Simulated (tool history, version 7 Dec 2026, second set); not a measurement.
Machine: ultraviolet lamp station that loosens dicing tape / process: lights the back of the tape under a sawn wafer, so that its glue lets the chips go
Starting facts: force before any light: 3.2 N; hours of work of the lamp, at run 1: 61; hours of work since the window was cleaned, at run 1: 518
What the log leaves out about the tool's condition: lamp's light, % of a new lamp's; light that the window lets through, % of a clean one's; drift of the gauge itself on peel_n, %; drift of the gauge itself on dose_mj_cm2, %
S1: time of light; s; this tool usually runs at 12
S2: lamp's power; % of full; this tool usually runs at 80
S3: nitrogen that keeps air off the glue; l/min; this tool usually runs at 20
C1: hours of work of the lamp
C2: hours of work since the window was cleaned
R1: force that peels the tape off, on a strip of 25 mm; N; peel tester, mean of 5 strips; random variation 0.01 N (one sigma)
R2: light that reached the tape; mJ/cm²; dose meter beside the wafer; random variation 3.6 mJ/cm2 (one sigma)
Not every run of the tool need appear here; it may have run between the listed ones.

{"run": 1, "hour": 0.0, "S1": 12, "S2": 80, "S3": 20, "C1": 61, "C2": 518, "R1": 0.451, "R2": 590}
{"run": 2, "hour": 9.7, "S1": 12, "S2": 80, "S3": 20, "C1": 66, "C2": 523, "R1": 0.466, "R2": 585}
{"run": 3, "hour": 20.0, "S1": 12, "S2": 80, "S3": 20, "C1": 72, "C2": 529, "R1": 0.434, "R2": 587}
{"run": 4, "hour": 32.3, "S1": 12, "S2": 80, "S3": 20, "C1": 79, "C2": 536, "R1": 0.449, "R2": 587}
{"run": 5, "hour": 47.5, "S1": 12, "S2": 82, "S3": 20, "C1": 88, "C2": 545, "R1": 0.428, "R2": 603}
{"run": 6, "hour": 56.1, "S1": 12, "S2": 80, "S3": 20, "C1": 93, "C2": 550, "R1": 0.447, "R2": 592}
{"run": 7, "hour": 71.6, "S1": 12, "S2": 80, "S3": 20, "C1": 102, "C2": 558, "R1": 0.454, "R2": 589}
{"run": 8, "hour": 78.7, "S1": 12, "S2": 80, "S3": 20, "C1": 106, "C2": 562, "R1": 0.46, "R2": 588}
{"run": 9, "hour": 90.4, "S1": 12, "S2": 80, "S3": 20, "C1": 112, "C2": 569, "R1": 0.451, "R2": 590}
{"run": 10, "hour": 99.6, "S1": 7, "S2": 80, "S3": 20, "C1": 117, "C2": 574, "R1": 0.931, "R2": 338}
{"run": 11, "hour": 113.4, "S1": 7, "S2": 80, "S3": 20, "C1": 125, "C2": 582, "R1": 0.903, "R2": 342}
{"run": 12, "hour": 124.8, "S1": 12, "S2": 86, "S3": 20, "C1": 132, "C2": 589, "R1": 0.403, "R2": 631}
{"run": 13, "hour": 137.6, "S1": 12, "S2": 86, "S3": 20, "C1": 139, "C2": 596, "R1": 0.414, "R2": 633}
{"hour": 141.8, "done": "window cleaned of glue's vapour"}
{"run": 14, "hour": 145.3, "S1": 12, "S2": 83, "S3": 20, "C1": 143, "C2": 2, "R1": 0.407, "R2": 615}
{"run": 15, "hour": 153.7, "S1": 12, "S2": 80, "S3": 12, "C1": 148, "C2": 7, "R1": 0.536, "R2": 595}
{"run": 16, "hour": 169.0, "S1": 12, "S2": 80, "S3": 12, "C1": 157, "C2": 15, "R1": 0.544, "R2": 586}
{"run": 17, "hour": 179.1, "S1": 12, "S2": 80, "S3": 20, "C1": 162, "C2": 21, "R1": 0.452, "R2": 588}
{"run": 18, "hour": 191.0, "S1": 12, "S2": 60, "S3": 20, "C1": 169, "C2": 28, "R1": 0.648, "R2": 439}
{"run": 19, "hour": 207.0, "S1": 12, "S2": 60, "S3": 20, "C1": 178, "C2": 37, "R1": 0.676, "R2": 443}
{"run": 20, "hour": 223.6, "S1": 12, "S2": 80, "S3": 20, "C1": 188, "C2": 46, "R1": 0.455, "R2": 581}
{"run": 21, "hour": 235.9, "S1": 12, "S2": 80, "S3": 20, "C1": 195, "C2": 53, "R1": 0.45, "R2": 589}
{"run": 22, "hour": 244.8, "S1": 23, "S2": 72, "S3": 33, "C1": 200, "C2": 58, "R1": 0.219, "R2": 1015}
{"run": 23, "hour": 260.8, "S1": 11, "S2": 80, "S3": 20, "C1": 209, "C2": 68, "R1": 0.514, "R2": 537}
{"run": 24, "hour": 272.2, "S1": 11, "S2": 80, "S3": 20, "C1": 215, "C2": 74, "R1": 0.519, "R2": 535}
{"run": 25, "hour": 286.3, "S1": 11, "S2": 80, "S3": 20, "C1": 223, "C2": 82, "R1": 0.489, "R2": 538}
{"run": 26, "hour": 294.1, "S1": 10, "S2": 94, "S3": 8, "C1": 228, "C2": 86, "R1": 0.624, "R2": 580}
{"run": 27, "hour": 302.9, "S1": 12, "S2": 90, "S3": 13, "C1": 233, "C2": 91, "R1": 0.424, "R2": 660}
{"run": 28, "hour": 312.0, "S1": 12, "S2": 90, "S3": 13, "C1": 238, "C2": 97, "R1": 0.441, "R2": 661}
{"run": 29, "hour": 325.2, "S1": 12, "S2": 90, "S3": 13, "C1": 245, "C2": 104, "R1": 0.436, "R2": 662}
{"run": 30, "hour": 336.9, "S1": 12, "S2": 90, "S3": 25, "C1": 252, "C2": 111, "R1": 0.368, "R2": 653}
{"run": 31, "hour": 352.1, "S1": 12, "S2": 90, "S3": 25, "C1": 260, "C2": 119, "R1": 0.353, "R2": 659}
{"run": 32, "hour": 368.5, "S1": 12, "S2": 90, "S3": 25, "C1": 270, "C2": 129, "R1": 0.361, "R2": 657}
{"run": 33, "hour": 379.9, "S1": 17, "S2": 76, "S3": 20, "C1": 276, "C2": 135, "R1": 0.295, "R2": 795}
{"run": 34, "hour": 388.4, "S1": 8, "S2": 81, "S3": 8, "C1": 281, "C2": 140, "R1": 1.012, "R2": 399}
{"run": 35, "hour": 396.7, "S1": 11, "S2": 65, "S3": 8, "C1": 286, "C2": 145, "R1": 0.913, "R2": 438}
{"run": 36, "hour": 409.2, "S1": 11, "S2": 65, "S3": 8, "C1": 293, "C2": 152, "R1": 0.845, "R2": 438}
{"run": 37, "hour": 416.2, "S1": 12, "S2": 98, "S3": 16, "C1": 297, "C2": 156, "R1": 0.358, "R2": 722}
{"run": 38, "hour": 425.1, "S1": 14, "S2": 76, "S3": 27, "C1": 302, "C2": 161, "R1": 0.357, "R2": 652}
{"run": 39, "hour": 439.5, "S1": 14, "S2": 76, "S3": 27, "C1": 310, "C2": 169, "R1": 0.363, "R2": 644}
{"run": 40, "hour": 453.6, "S1": 12, "S2": 93, "S3": 20, "C1": 318, "C2": 177, "R1": 0.354, "R2": 689}

What differs in the tool's unlogged condition from the final listed run ahead of each entry between runs to the first listed run following it?
After run 13, before run 14: window cleaned of glue's vapour (hour 141.8)
  light that the window lets through, % of a clean one's: 99.9 -> 100

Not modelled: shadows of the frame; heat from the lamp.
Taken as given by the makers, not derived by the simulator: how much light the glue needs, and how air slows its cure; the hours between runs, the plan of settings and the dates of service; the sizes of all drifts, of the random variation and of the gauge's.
